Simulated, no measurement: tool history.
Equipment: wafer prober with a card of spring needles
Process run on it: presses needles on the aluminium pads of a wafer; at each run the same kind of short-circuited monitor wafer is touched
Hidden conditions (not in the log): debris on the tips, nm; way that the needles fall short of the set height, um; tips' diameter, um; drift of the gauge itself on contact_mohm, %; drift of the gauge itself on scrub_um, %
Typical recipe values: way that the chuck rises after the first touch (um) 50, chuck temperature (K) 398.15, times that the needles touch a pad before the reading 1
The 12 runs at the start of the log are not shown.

run	hour	way that the chuck rises after the first touch (um)	chuck temperature (K)	times that the needles touch a pad before the reading	touches since the tips were cleaned	cleanings since the card got new needles	touches since the first contact's height was set	resistance of one needle with its contact and lead (mohm)	way that a needle slides on the pad (um)
# hour 226.8: tips cleaned on abrasive film
13	231	50	398.15	1	1778	47	88337	203	7.29
# hour 239.8: tips cleaned on abrasive film
# hour 251.5: tips cleaned on abrasive film
14	257.2	50	398.15	1	2434	49	99527	197	7.31
# hour 264.3: tips cleaned on abrasive film
# hour 276.1: tips cleaned on abrasive film
15	283.4	50	320.15	1	3111	51	110713	181	7.32
# hour 288.3: tips cleaned on abrasive film
16	298.8	32	346.15	2	4512	52	117281	193	4.73
# hour 301: tips cleaned on abrasive film
# hour 313.1: tips cleaned on abrasive film
17	317.7	32	363.15	2	1970	54	125353	198	4.69
# hour 327.3: tips cleaned on abrasive film
18	333.6	62	315.15	3	2731	55	132147	177	9.1
# hour 340.4: tips cleaned on abrasive film
19	350.5	50	312.15	1	4346	56	139344	175	7.35
# hour 352.1: tips cleaned on abrasive film
# hour 366: tips cleaned on abrasive film
20	368.5	50	312.15	1	1096	58	147024	179	7.33
# hour 378.4: tips cleaned on abrasive film
# hour 391.5: tips cleaned on abrasive film
21	397.4	47	311.15	2	2518	60	159356	179	6.95
# hour 404.3: tips cleaned on abrasive film
# hour 416.4: tips cleaned on abrasive film
22	416.7	47	311.15	2	118	62	167579	178	6.99
# hour 429.3: tips cleaned on abrasive film
23	436.9	56	311.15	2	3281	63	176222	179	8.25
# hour 440.9: height of the first contact set anew
# hour 442.2: tips cleaned on abrasive film
24	449.6	56	311.15	2	3175	64	3708	173	8.23
# hour 456.4: tips cleaned on abrasive film
# hour 468.7: tips cleaned on abrasive film
25	469.8	35	302.15	1	477	66	12316	183	5.13
# hour 481.2: tips cleaned on abrasive film
# hour 489.3: gauge calibrated
# hour 494.9: tips cleaned on abrasive film
26	496.8	38	398.15	1	809	68	23817	205	5.54
# hour 507.3: tips cleaned on abrasive film
27	509.7	48	398.15	2	1029	69	29351	195	6.94
# hour 519.6: tips cleaned on abrasive film
# hour 532.7: tips cleaned on abrasive film
28	536.9	48	398.15	2	1822	71	40962	197	6.95
# hour 544.7: tips cleaned on abrasive film
29	551.4	33	320.15	2	2894	72	47142	191	4.81
# hour 557.7: tips cleaned on abrasive film
# hour 570: tips cleaned on abrasive film
30	573.5	30	304.15	2	1518	74	56578	189	4.36

3 ways to go on from here, each from the tool as it stands after run 30. What would each give?
# hour 581.7: tips cleaned on abrasive film
# hour 593.5: tips cleaned on abrasive film
A	594	43	303.15	2	180	76	65279	?	?
# hour 581.7: tips cleaned on abrasive film
# hour 593.5: tips cleaned on abrasive film
B	594	35	342.15	2	180	76	65279	?	?
# hour 581.7: tips cleaned on abrasive film
# hour 593.5: tips cleaned on abrasive film
C	594	44	311.15	1	180	76	65279	?	?

run	resistance of one needle with its contact and lead (mohm)	way that a needle slides on the pad (um)
A	181	6.28
B	195	5.1
C	179	6.42
Take away the tool's hidden state, keep each run's random variation, and the runs would have read:
run	resistance of one needle with its contact and lead (mohm)	way that a needle slides on the pad (um)
A	181	6.25
B	194	5.07
C	179	6.39
